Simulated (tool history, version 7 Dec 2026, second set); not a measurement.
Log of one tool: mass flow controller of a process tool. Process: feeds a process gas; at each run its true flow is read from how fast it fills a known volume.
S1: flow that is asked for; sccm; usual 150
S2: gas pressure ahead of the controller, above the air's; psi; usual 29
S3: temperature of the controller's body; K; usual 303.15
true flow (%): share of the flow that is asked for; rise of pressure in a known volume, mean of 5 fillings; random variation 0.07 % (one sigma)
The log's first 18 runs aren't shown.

run 19 hour=1398.3 | S1=150 S2=29 S3=303.15 | true_flow_(%)=99.89
run 20 hour=1440.7 | S1=150 S2=30.5 S3=303.15 | true_flow_(%)=100.07
run 21 hour=1505.9 | S1=150 S2=30.5 S3=303.15 | true_flow_(%)=100.01
run 22 hour=1574.8 | S1=232 S2=23.5 S3=294.15 | true_flow_(%)=99.46
run 23 hour=1636.6 | S1=150 S2=28.3 S3=303.15 | true_flow_(%)=100.12
run 24 hour=1693.2 | S1=150 S2=28.3 S3=303.15 | true_flow_(%)=100.29
run 25 hour=1763.4 | S1=215 S2=38.7 S3=304.15 | true_flow_(%)=101.15
run 26 hour=1805.5 | S1=215 S2=38.7 S3=304.15 | true_flow_(%)=101.12
run 27 hour=1878.4 | S1=62 S2=39.3 S3=305.15 | true_flow_(%)=100.66
run 28 hour=1945.4 | S1=369 S2=36.8 S3=312.15 | true_flow_(%)=103.11
run 29 hour=1993.5 | S1=369 S2=36.8 S3=293.15 | true_flow_(%)=100.96
-- hour=2001.1 gauge calibrated
run 30 hour=2038.7 | S1=245 S2=29 S3=294.15 | true_flow_(%)=98.1
run 31 hour=2129.3 | S1=245 S2=29 S3=294.15 | true_flow_(%)=98.18
run 32 hour=2181.1 | S1=245 S2=29 S3=294.15 | true_flow_(%)=98.2
run 33 hour=2244.4 | S1=245 S2=29 S3=294.15 | true_flow_(%)=98.27
run 34 hour=2297.3 | S1=88 S2=29 S3=310.15 | true_flow_(%)=99.24
run 35 hour=2383.5 | S1=118 S2=29 S3=298.15 | true_flow_(%)=98.08
run 36 hour=2426.4 | S1=56 S2=36.1 S3=299.15 | true_flow_(%)=98.1
run 37 hour=2519 | S1=56 S2=36.1 S3=299.15 | true_flow_(%)=98.27
run 38 hour=2587.6 | S1=58 S2=38.6 S3=300.15 | true_flow_(%)=98.43
run 39 hour=2685.6 | S1=58 S2=38.6 S3=300.15 | true_flow_(%)=98.68
run 40 hour=2778.5 | S1=446 S2=25.4 S3=305.15 | true_flow_(%)=101.21
run 41 hour=2824.6 | S1=70 S2=28 S3=306.15 | true_flow_(%)=99.22

5 ways to go on from here, each from the tool as it stands after run 41. What would each give?
run A hour=2866.8 | S1=367 S2=24.4 S3=293.15 | true_flow_(%)=?
run B hour=2866.8 | S1=57 S2=36.4 S3=310.15 | true_flow_(%)=?
run C hour=2866.8 | S1=63 S2=33.5 S3=299.15 | true_flow_(%)=?
run D hour=2866.8 | S1=61 S2=37.6 S3=293.15 | true_flow_(%)=?
run E hour=2866.8 | S1=88 S2=28 S3=306.15 | true_flow_(%)=?

run=A true_flow_(%)=99.45
run=B true_flow_(%)=99.88
run=C true_flow_(%)=98.63
run=D true_flow_(%)=98.14
run=E true_flow_(%)=99.32
Without the tool's hidden state the same runs would have given:
run=A true_flow_(%)=98.53
run=B true_flow_(%)=98.93
run=C true_flow_(%)=97.69
run=D true_flow_(%)=97.2
run=E true_flow_(%)=98.38
